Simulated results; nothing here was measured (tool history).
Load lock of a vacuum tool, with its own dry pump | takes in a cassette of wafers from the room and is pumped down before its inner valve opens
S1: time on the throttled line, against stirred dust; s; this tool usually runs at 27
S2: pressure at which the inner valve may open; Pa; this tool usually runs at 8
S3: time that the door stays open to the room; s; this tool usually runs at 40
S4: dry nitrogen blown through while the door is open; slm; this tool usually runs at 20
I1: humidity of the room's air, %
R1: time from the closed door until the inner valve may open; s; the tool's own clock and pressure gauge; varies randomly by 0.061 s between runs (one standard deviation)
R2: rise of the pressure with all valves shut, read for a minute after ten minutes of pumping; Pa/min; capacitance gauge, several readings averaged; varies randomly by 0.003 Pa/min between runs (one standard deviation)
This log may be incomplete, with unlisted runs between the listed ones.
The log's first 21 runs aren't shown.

{"run": 22, "hour": 4241.0, "S1": 27, "S2": 8, "S3": 73, "S4": 20, "I1": 42.9, "R1": 37.7, "R2": 0.06}
{"run": 23, "hour": 4429.0, "S1": 27, "S2": 7, "S3": 52, "S4": 21, "I1": 47.3, "R1": 37.9, "R2": 0.057}
{"run": 24, "hour": 4568.5, "S1": 33, "S2": 8, "S3": 70, "S4": 7, "I1": 49.9, "R1": 43.17, "R2": 0.103}
{"run": 25, "hour": 4704.9, "S1": 27, "S2": 8, "S3": 29, "S4": 20, "I1": 46.5, "R1": 37.76, "R2": 0.04}
{"run": 26, "hour": 4915.9, "S1": 27, "S2": 10, "S3": 177, "S4": 20, "I1": 44.1, "R1": 37.39, "R2": 0.12}
{"run": 27, "hour": 5105.3, "S1": 27, "S2": 8, "S3": 109, "S4": 25, "I1": 44.7, "R1": 37.75, "R2": 0.081}
{"run": 28, "hour": 5324.4, "S1": 23, "S2": 9, "S3": 93, "S4": 4, "I1": 43.3, "R1": 33.91, "R2": 0.124}
{"run": 29, "hour": 5488.5, "S1": 23, "S2": 9, "S3": 93, "S4": 4, "I1": 44.1, "R1": 33.93, "R2": 0.123}
{"run": 30, "hour": 5675.0, "S1": 17, "S2": 8, "S3": 119, "S4": 20, "I1": 42.8, "R1": 28.55, "R2": 0.091}
{"run": 31, "hour": 5802.9, "S1": 17, "S2": 8, "S3": 36, "S4": 16, "I1": 45.1, "R1": 28.64, "R2": 0.046}
{"run": 32, "hour": 6053.5, "S1": 27, "S2": 15, "S3": 40, "S4": 4, "I1": 45.8, "R1": 36.76, "R2": 0.072}
{"run": 33, "hour": 6295.9, "S1": 27, "S2": 15, "S3": 40, "S4": 4, "I1": 47.4, "R1": 36.71, "R2": 0.073}
{"run": 34, "hour": 6410.5, "S1": 27, "S2": 15, "S3": 40, "S4": 4, "I1": 44.3, "R1": 36.87, "R2": 0.067}
{"run": 35, "hour": 6525.1, "S1": 27, "S2": 15, "S3": 40, "S4": 4, "I1": 45.9, "R1": 36.81, "R2": 0.07}
{"run": 36, "hour": 6702.3, "S1": 18, "S2": 7, "S3": 123, "S4": 20, "I1": 45.8, "R1": 29.84, "R2": 0.1}
{"run": 37, "hour": 6907.5, "S1": 18, "S2": 7, "S3": 123, "S4": 20, "I1": 46.4, "R1": 29.75, "R2": 0.097}
{"run": 38, "hour": 7158.3, "S1": 31, "S2": 8, "S3": 40, "S4": 20, "I1": 43.9, "R1": 41.38, "R2": 0.039}

Branching from run 38: 3 alternative next runs. What would each branch give?
{"run": "A", "hour": 7391.8, "S1": 40, "S2": 8, "S3": 40, "S4": 8, "I1": 44.6, "R1": "?", "R2": "?"}
{"run": "B", "hour": 7391.8, "S1": 31, "S2": 8, "S3": 40, "S4": 5, "I1": 42.5, "R1": "?", "R2": "?"}
{"run": "C", "hour": 7391.8, "S1": 31, "S2": 11, "S3": 40, "S4": 12, "I1": 45.7, "R1": "?", "R2": "?"}

run=A R1=49.46 R2=0.066
run=B R1=41.43 R2=0.066
run=C R1=40.86 R2=0.055
Take away the tool's hidden state, keep each run's random variation, and the runs would have read:
run=A R1=49.45 R2=0.066
run=B R1=41.42 R2=0.066
run=C R1=40.86 R2=0.055
